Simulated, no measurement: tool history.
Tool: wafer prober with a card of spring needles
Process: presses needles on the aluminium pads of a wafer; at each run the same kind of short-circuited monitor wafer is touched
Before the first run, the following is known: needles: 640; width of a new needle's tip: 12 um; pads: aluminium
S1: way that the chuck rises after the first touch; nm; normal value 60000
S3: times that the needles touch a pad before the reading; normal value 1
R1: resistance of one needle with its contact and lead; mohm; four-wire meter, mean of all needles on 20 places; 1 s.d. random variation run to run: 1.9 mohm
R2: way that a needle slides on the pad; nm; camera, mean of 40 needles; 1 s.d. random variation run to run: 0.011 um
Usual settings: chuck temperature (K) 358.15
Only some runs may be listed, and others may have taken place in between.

{"run": 1, "hour": 0.0, "S1": 60000, "chuck temperature (K)": 358.15, "S3": 1, "R1": 267, "R2": 9020}
{"run": 2, "hour": 11.3, "S1": 67000, "chuck temperature (K)": 358.15, "S3": 1, "R1": 229, "R2": 10120}
{"run": 3, "hour": 22.2, "S1": 60000, "chuck temperature (K)": 358.15, "S3": 1, "R1": 259, "R2": 9160}
{"run": 4, "hour": 33.5, "S1": 60000, "chuck temperature (K)": 358.15, "S3": 1, "R1": 228, "R2": 9140}
{"run": 5, "hour": 46.1, "S1": 60000, "chuck temperature (K)": 358.15, "S3": 1, "R1": 214, "R2": 9130}
{"run": 6, "hour": 60.9, "S1": 60000, "chuck temperature (K)": 358.15, "S3": 1, "R1": 261, "R2": 9110}
{"run": 7, "hour": 71.0, "S1": 60000, "chuck temperature (K)": 382.15, "S3": 1, "R1": 228, "R2": 9120}
{"run": 8, "hour": 81.8, "S1": 60000, "chuck temperature (K)": 358.15, "S3": 1, "R1": 259, "R2": 9120}
{"run": 9, "hour": 92.7, "S1": 60000, "chuck temperature (K)": 358.15, "S3": 1, "R1": 208, "R2": 9100}
{"run": 10, "hour": 110.2, "S1": 60000, "chuck temperature (K)": 358.15, "S3": 2, "R1": 226, "R2": 9080}
{"run": 11, "hour": 126.4, "S1": 60000, "chuck temperature (K)": 307.15, "S3": 1, "R1": 239, "R2": 9070}
{"run": 12, "hour": 141.0, "S1": 60000, "chuck temperature (K)": 307.15, "S3": 1, "R1": 237, "R2": 9060}
{"run": 13, "hour": 159.0, "S1": 60000, "chuck temperature (K)": 307.15, "S3": 1, "R1": 255, "R2": 9050}
{"run": 14, "hour": 172.4, "S1": 60000, "chuck temperature (K)": 307.15, "S3": 1, "R1": 246, "R2": 9020}
{"run": 15, "hour": 183.6, "S1": 60000, "chuck temperature (K)": 358.15, "S3": 1, "R1": 220, "R2": 9010}
{"run": 16, "hour": 200.2, "S1": 60000, "chuck temperature (K)": 358.15, "S3": 1, "R1": 228, "R2": 9140}
{"run": 17, "hour": 215.5, "S1": 65000, "chuck temperature (K)": 370.15, "S3": 2, "R1": 227, "R2": 9910}
{"run": 18, "hour": 231.5, "S1": 70000, "chuck temperature (K)": 329.15, "S3": 2, "R1": 215, "R2": 10670}
{"run": 19, "hour": 248.4, "S1": 60000, "chuck temperature (K)": 326.15, "S3": 2, "R1": 224, "R2": 9140}
{"run": 20, "hour": 262.4, "S1": 60000, "chuck temperature (K)": 326.15, "S3": 2, "R1": 222, "R2": 9090}
{"run": 21, "hour": 270.5, "S1": 60000, "chuck temperature (K)": 326.15, "S3": 2, "R1": 223, "R2": 9090}
{"run": 22, "hour": 285.9, "S1": 41000, "chuck temperature (K)": 331.15, "S3": 2, "R1": 254, "R2": 6180}
{"run": 23, "hour": 299.5, "S1": 47000, "chuck temperature (K)": 358.15, "S3": 1, "R1": 243, "R2": 7090}
{"run": 24, "hour": 316.7, "S1": 56000, "chuck temperature (K)": 310.15, "S3": 1, "R1": 245, "R2": 8440}
{"run": 25, "hour": 330.7, "S1": 56000, "chuck temperature (K)": 310.15, "S3": 1, "R1": 235, "R2": 8450}
{"run": 26, "hour": 340.5, "S1": 53000, "chuck temperature (K)": 366.15, "S3": 1, "R1": 277, "R2": 7970}
{"run": 27, "hour": 358.6, "S1": 44000, "chuck temperature (K)": 366.15, "S3": 2, "R1": 247, "R2": 6570}
{"run": 28, "hour": 369.3, "S1": 76000, "chuck temperature (K)": 322.15, "S3": 3, "R1": 211, "R2": 11430}
{"run": 29, "hour": 383.0, "S1": 51000, "chuck temperature (K)": 316.15, "S3": 1, "R1": 248, "R2": 7760}
{"run": 30, "hour": 393.5, "S1": 60000, "chuck temperature (K)": 335.15, "S3": 1, "R1": 261, "R2": 9150}
{"run": 31, "hour": 411.1, "S1": 43000, "chuck temperature (K)": 335.15, "S3": 1, "R1": 224, "R2": 6520}

Not shown here: 58 entries made in the log between runs. Locate each between two listed runs and compare the hidden state at the listed run before it with the hidden state at the listed run after it:
After run 1, before run 2: tips cleaned on abrasive film (hour 1.1); tips cleaned on abrasive film (hour 8.6)
  debris on the tips, nm: 58.2 -> 30.8; way that the needles fall short of the set height, um: 0.84 -> 0.92; tips' diameter, um: 12.6 -> 12.63
  the result without the hidden state subtracted from the measured one, R1: +57 -> +26 mohm; R2: -120 -> -140 nm
After run 2, before run 3: tips cleaned on abrasive film (hour 16.6); height of the first contact set anew (hour 22.2)
  debris on the tips, nm: 30.8 -> 49.9; way that the needles fall short of the set height, um: 0.92 -> 0; tips' diameter, um: 12.63 -> 12.64
  the result without the hidden state subtracted from the measured one, R1: +26 -> +49 mohm; R2: -140 -> +0 nm
After run 3, before run 4: tips cleaned on abrasive film (hour 24.0); tips cleaned on abrasive film (hour 31.3)
  debris on the tips, nm: 49.9 -> 22.8; way that the needles fall short of the set height, um: 0 -> 0.07; tips' diameter, um: 12.64 -> 12.67
  the result without the hidden state subtracted from the measured one, R1: +49 -> +22 mohm; R2: +0 -> -10 nm
After run 4, before run 5: tips cleaned on abrasive film (hour 39.2); tips cleaned on abrasive film (hour 46.1)
  debris on the tips, nm: 22.8 -> 4; way that the needles fall short of the set height, um: 0.07 -> 0.15; tips' diameter, um: 12.67 -> 12.69
  the result without the hidden state subtracted from the measured one, R1: +22 -> +4 mohm; R2: -10 -> -20 nm
After run 5, before run 6: tips cleaned on abrasive film (hour 54.3)
  debris on the tips, nm: 4 -> 54.9; way that the needles fall short of the set height, um: 0.15 -> 0.2; tips' diameter, um: 12.69 -> 12.71
  the result without the hidden state subtracted from the measured one, R1: +4 -> +53 mohm; R2: -20 -> -30 nm
After run 6, before run 7: tips cleaned on abrasive film (hour 62.6); tips cleaned on abrasive film (hour 69.7)
  debris on the tips, nm: 54.9 -> 16.6; way that the needles fall short of the set height, um: 0.2 -> 0.28; tips' diameter, um: 12.71 -> 12.74
  the result without the hidden state subtracted from the measured one, R1: +53 -> +16 mohm; R2: -30 -> -40 nm
After run 7, before run 8: tips cleaned on abrasive film (hour 76.8)
  debris on the tips, nm: 16.6 -> 48.2; way that the needles fall short of the set height, um: 0.28 -> 0.32; tips' diameter, um: 12.74 -> 12.75
  the result without the hidden state subtracted from the measured one, R1: +16 -> +48 mohm; R2: -40 -> -50 nm
After run 8, before run 9: tips cleaned on abrasive film (hour 84.7); tips cleaned on abrasive film (hour 92.6)
  debris on the tips, nm: 48.2 -> 7; way that the needles fall short of the set height, um: 0.32 -> 0.4; tips' diameter, um: 12.75 -> 12.78
  the result without the hidden state subtracted from the measured one, R1: +48 -> +8 mohm; R2: -50 -> -60 nm
After run 9, before run 10: tips cleaned on abrasive film (hour 100.3); tips cleaned on abrasive film (hour 107.3)
  debris on the tips, nm: 7 -> 32.7; way that the needles fall short of the set height, um: 0.4 -> 0.46; tips' diameter, um: 12.78 -> 12.8
  the result without the hidden state subtracted from the measured one, R1: +8 -> +20 mohm; R2: -60 -> -80 nm
After run 10, before run 11: tips cleaned on abrasive film (hour 114.3); tips cleaned on abrasive film (hour 122.2)
  debris on the tips, nm: 32.7 -> 42.6; way that the needles fall short of the set height, um: 0.46 -> 0.55; tips' diameter, um: 12.8 -> 12.83
  the result without the hidden state subtracted from the measured one, R1: +20 -> +47 mohm; R2: -80 -> -90 nm
After run 11, before run 12: tips cleaned on abrasive film (hour 130.1); tips cleaned on abrasive film (hour 137.7)
  debris on the tips, nm: 42.6 -> 37; way that the needles fall short of the set height, um: 0.55 -> 0.64; tips' diameter, um: 12.83 -> 12.86
  the result without the hidden state subtracted from the measured one, R1: +47 -> +41 mohm; R2: -90 -> -100 nm
After run 12, before run 13: tips cleaned on abrasive film (hour 145.4); tips cleaned on abrasive film (hour 153.2)
  debris on the tips, nm: 37 -> 50.2; way that the needles fall short of the set height, um: 0.64 -> 0.73; tips' diameter, um: 12.86 -> 12.9
  the result without the hidden state subtracted from the measured one, R1: +41 -> +56 mohm; R2: -100 -> -110 nm
After run 13, before run 14: tips cleaned on abrasive film (hour 160.4); tips cleaned on abrasive film (hour 168.5)
  debris on the tips, nm: 50.2 -> 43.2; way that the needles fall short of the set height, um: 0.73 -> 0.83; tips' diameter, um: 12.9 -> 12.93
  the result without the hidden state subtracted from the measured one, R1: +56 -> +49 mohm; R2: -110 -> -120 nm
After run 14, before run 15: tips cleaned on abrasive film (hour 176.0); tips cleaned on abrasive film (hour 183.5)
  debris on the tips, nm: 43.2 -> 7.3; way that the needles fall short of the set height, um: 0.83 -> 0.93; tips' diameter, um: 12.93 -> 12.97
  the result without the hidden state subtracted from the measured one, R1: +49 -> +9 mohm; R2: -120 -> -140 nm
After run 15, before run 16: tips cleaned on abrasive film (hour 190.6); tips cleaned on abrasive film (hour 198.3); height of the first contact set anew (hour 198.6)
  debris on the tips, nm: 7.3 -> 19.9; way that the needles fall short of the set height, um: 0.93 -> 0; tips' diameter, um: 12.97 -> 13
  the result without the hidden state subtracted from the measured one, R1: +9 -> +21 mohm; R2: -140 -> +0 nm
After run 16, before run 17: tips cleaned on abrasive film (hour 205.6); tips cleaned on abrasive film (hour 213.8)
  debris on the tips, nm: 19.9 -> 23.7; way that the needles fall short of the set height, um: 0 -> 0.07; tips' diameter, um: 13 -> 13.03
  the result without the hidden state subtracted from the measured one, R1: +21 -> +14 mohm; R2: +0 -> -10 nm
After run 17, before run 18: tips cleaned on abrasive film (hour 222.3); tips cleaned on abrasive film (hour 229.7)
  debris on the tips, nm: 23.7 -> 24.1; way that the needles fall short of the set height, um: 0.07 -> 0.17; tips' diameter, um: 13.03 -> 13.06
  the result without the hidden state subtracted from the measured one, R1: +14 -> +13 mohm; R2: -10 -> -20 nm
After run 18, before run 19: tips cleaned on abrasive film (hour 236.8); tips cleaned on abrasive film (hour 244.9)
  debris on the tips, nm: 24.1 -> 39.2; way that the needles fall short of the set height, um: 0.17 -> 0.25; tips' diameter, um: 13.06 -> 13.09
  the result without the hidden state subtracted from the measured one, R1: +13 -> +26 mohm; R2: -20 -> -30 nm
After run 19, before run 20: tips cleaned on abrasive film (hour 252.2); tips cleaned on abrasive film (hour 259.5)
  debris on the tips, nm: 39.2 -> 31.3; way that the needles fall short of the set height, um: 0.25 -> 0.34; tips' diameter, um: 13.09 -> 13.12
  the result without the hidden state subtracted from the measured one, R1: +26 -> +22 mohm; R2: -30 -> -50 nm
After run 20, before run 21: tips cleaned on abrasive film (hour 267.8)
  debris on the tips, nm: 31.3 -> 30.5; way that the needles fall short of the set height, um: 0.34 -> 0.4; tips' diameter, um: 13.12 -> 13.14
  the result without the hidden state subtracted from the measured one, R1: +22 -> +21 mohm; R2: -50 -> -60 nm
After run 21, before run 22: tips cleaned on abrasive film (hour 275.4); tips cleaned on abrasive film (hour 283.2)
  debris on the tips, nm: 30.5 -> 33.5; way that the needles fall short of the set height, um: 0.4 -> 0.48; tips' diameter, um: 13.14 -> 13.17
  the result without the hidden state subtracted from the measured one, R1: +21 -> +44 mohm; R2: -60 -> -70 nm
After run 22, before run 23: tips cleaned on abrasive film (hour 290.6); tips cleaned on abrasive film (hour 297.9)
  debris on the tips, nm: 33.5 -> 20.1; way that the needles fall short of the set height, um: 0.48 -> 0.56; tips' diameter, um: 13.17 -> 13.2
  the result without the hidden state subtracted from the measured one, R1: +44 -> +34 mohm; R2: -70 -> -90 nm
After run 23, before run 24: tips cleaned on abrasive film (hour 305.2); tips cleaned on abrasive film (hour 313.7)
  debris on the tips, nm: 20.1 -> 33.1; way that the needles fall short of the set height, um: 0.56 -> 0.66; tips' diameter, um: 13.2 -> 13.23
  the result without the hidden state subtracted from the measured one, R1: +34 -> +44 mohm; R2: -90 -> -100 nm
After run 24, before run 25: tips cleaned on abrasive film (hour 321.2); tips cleaned on abrasive film (hour 328.4)
  debris on the tips, nm: 33.1 -> 28.2; way that the needles fall short of the set height, um: 0.66 -> 0.74; tips' diameter, um: 13.23 -> 13.26
  the result without the hidden state subtracted from the measured one, R1: +44 -> +37 mohm; R2: -100 -> -110 nm
After run 25, before run 26: tips cleaned on abrasive film (hour 335.5)
  debris on the tips, nm: 28.2 -> 49.4; way that the needles fall short of the set height, um: 0.74 -> 0.78; tips' diameter, um: 13.26 -> 13.27
  the result without the hidden state subtracted from the measured one, R1: +37 -> +65 mohm; R2: -110 -> -120 nm
After run 26, before run 27: tips cleaned on abrasive film (hour 342.6); tips cleaned on abrasive film (hour 350.1); tips cleaned on abrasive film (hour 357.1)
  debris on the tips, nm: 49.4 -> 24.2; way that the needles fall short of the set height, um: 0.78 -> 0.89; tips' diameter, um: 13.27 -> 13.31
  the result without the hidden state subtracted from the measured one, R1: +65 -> +30 mohm; R2: -120 -> -140 nm
After run 27, before run 28: tips cleaned on abrasive film (hour 364.1)
  debris on the tips, nm: 24.2 -> 52.5; way that the needles fall short of the set height, um: 0.89 -> 0.94; tips' diameter, um: 13.31 -> 13.33
  the result without the hidden state subtracted from the measured one, R1: +30 -> +16 mohm; R2: -140 -> -140 nm
After run 28, before run 29: tips cleaned on abrasive film (hour 371.9); height of the first contact set anew (hour 375.1); tips cleaned on abrasive film (hour 380.2)
  debris on the tips, nm: 52.5 -> 30; way that the needles fall short of the set height, um: 0.94 -> 0.04; tips' diameter, um: 13.33 -> 13.36
  the result without the hidden state subtracted from the measured one, R1: +16 -> +46 mohm; R2: -140 -> -10 nm
After run 29, before run 30: tips cleaned on abrasive film (hour 388.0)
  debris on the tips, nm: 30 -> 52.6; way that the needles fall short of the set height, um: 0.04 -> 0.08; tips' diameter, um: 13.36 -> 13.37
  the result without the hidden state subtracted from the measured one, R1: +46 -> +58 mohm; R2: -10 -> -10 nm
After run 30, before run 31: tips cleaned on abrasive film (hour 395.5); tips cleaned on abrasive film (hour 403.5); tips cleaned on abrasive film (hour 411.0)
  debris on the tips, nm: 52.6 -> 7; way that the needles fall short of the set height, um: 0.08 -> 0.22; tips' diameter, um: 13.37 -> 13.42
  the result without the hidden state subtracted from the measured one, R1: +58 -> +16 mohm; R2: -10 -> -40 nm
